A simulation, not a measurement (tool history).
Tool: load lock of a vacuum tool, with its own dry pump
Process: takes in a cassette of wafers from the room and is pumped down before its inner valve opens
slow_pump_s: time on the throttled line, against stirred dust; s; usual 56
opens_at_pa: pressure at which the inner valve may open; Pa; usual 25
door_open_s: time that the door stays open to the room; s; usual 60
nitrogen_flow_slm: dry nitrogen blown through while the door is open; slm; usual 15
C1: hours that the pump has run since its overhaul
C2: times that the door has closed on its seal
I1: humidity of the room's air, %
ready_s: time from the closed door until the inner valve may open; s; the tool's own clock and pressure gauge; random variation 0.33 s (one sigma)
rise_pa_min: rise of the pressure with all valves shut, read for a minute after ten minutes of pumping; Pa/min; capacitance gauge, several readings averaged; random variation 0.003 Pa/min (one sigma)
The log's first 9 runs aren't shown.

{"run": 10, "day": 26.617, "slow_pump_s": 33, "opens_at_pa": 25, "door_open_s": 60, "nitrogen_flow_slm": 15, "C1": 8119, "C2": 5417, "I1": 49.1, "ready_s": 88.0, "rise_pa_min": 0.072}
{"run": 11, "day": 29.712, "slow_pump_s": 33, "opens_at_pa": 25, "door_open_s": 60, "nitrogen_flow_slm": 15, "C1": 8193, "C2": 5567, "I1": 48.2, "ready_s": 87.6, "rise_pa_min": 0.075}
{"run": 12, "day": 31.9, "slow_pump_s": 56, "opens_at_pa": 25, "door_open_s": 60, "nitrogen_flow_slm": 15, "C1": 8245, "C2": 5673, "I1": 46.4, "ready_s": 102.9, "rise_pa_min": 0.073}
{"run": 13, "day": 35.462, "slow_pump_s": 56, "opens_at_pa": 25, "door_open_s": 60, "nitrogen_flow_slm": 4, "C1": 8331, "C2": 5846, "I1": 45.7, "ready_s": 103.8, "rise_pa_min": 0.091}
{"run": 14, "day": 38.883, "slow_pump_s": 56, "opens_at_pa": 25, "door_open_s": 60, "nitrogen_flow_slm": 4, "C1": 8413, "C2": 6011, "I1": 47.2, "ready_s": 103.5, "rise_pa_min": 0.095}
{"run": 15, "day": 42.858, "slow_pump_s": 56, "opens_at_pa": 25, "door_open_s": 60, "nitrogen_flow_slm": 15, "C1": 8508, "C2": 6204, "I1": 42.6, "ready_s": 103.0, "rise_pa_min": 0.072}
{"run": 16, "day": 46.592, "slow_pump_s": 53, "opens_at_pa": 25, "door_open_s": 60, "nitrogen_flow_slm": 11, "C1": 8598, "C2": 6385, "I1": 45.1, "ready_s": 101.6, "rise_pa_min": 0.08}
{"run": 17, "day": 49.883, "slow_pump_s": 53, "opens_at_pa": 25, "door_open_s": 60, "nitrogen_flow_slm": 11, "C1": 8677, "C2": 6545, "I1": 46.5, "ready_s": 102.2, "rise_pa_min": 0.08}
{"run": 18, "day": 52.138, "slow_pump_s": 98, "opens_at_pa": 22, "door_open_s": 240, "nitrogen_flow_slm": 11, "C1": 8731, "C2": 6654, "I1": 38.6, "ready_s": 132.6, "rise_pa_min": 0.133}

The next listed run, before its measurement:
{"run": 19, "day": 54.846, "slow_pump_s": 98, "opens_at_pa": 19, "door_open_s": 240, "nitrogen_flow_slm": 15, "C1": 8796, "C2": 6785, "I1": 41.9, "ready_s": "?", "rise_pa_min": "?"}

{"run 19": {"ready_s": 134.3, "rise_pa_min": 0.128}}
Without the tool's hidden state the same run would have given ready_s 129.7 s, rise_pa_min 0.099 Pa/min.
